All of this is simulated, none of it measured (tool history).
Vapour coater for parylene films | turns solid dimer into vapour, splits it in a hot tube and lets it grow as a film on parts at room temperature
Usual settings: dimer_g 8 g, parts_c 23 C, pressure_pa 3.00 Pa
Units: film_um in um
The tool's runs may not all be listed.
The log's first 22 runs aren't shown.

run    hour  dimer_g  parts_c  pressure_pa  film_um
      918.1  -- trap's valve overhauled, once more
 23   934.1        5       29         5.01     2.62
 24   974.7        5       29         5.01     2.61
 25  1026.2        4       34         3.00     1.92
 26  1065.4        4       34         3.00     1.91
 27  1114.2        4       34         3.00     1.89
 28  1171.5        4       34         3.00     1.93
 29  1212.1        8       26         3.00     5.11
 30  1258.4        8       16         4.46     6.69

4 ways to go on from here, each from the tool as it stands after run 30. What would each give?
  A  1298.9        8       23        11.62        ?
  B  1298.9        5       16         3.04        ?
  C  1298.9        7       17         2.35        ?
  D  1298.9        9       22         4.46        ?

run  film_um
  A     4.25
  B     4.54
  C     6.37
  D     6.02
Without the tool's hidden state the same runs would have given:
run  film_um
  A     4.59
  B     4.91
  C     6.89
  D     6.50

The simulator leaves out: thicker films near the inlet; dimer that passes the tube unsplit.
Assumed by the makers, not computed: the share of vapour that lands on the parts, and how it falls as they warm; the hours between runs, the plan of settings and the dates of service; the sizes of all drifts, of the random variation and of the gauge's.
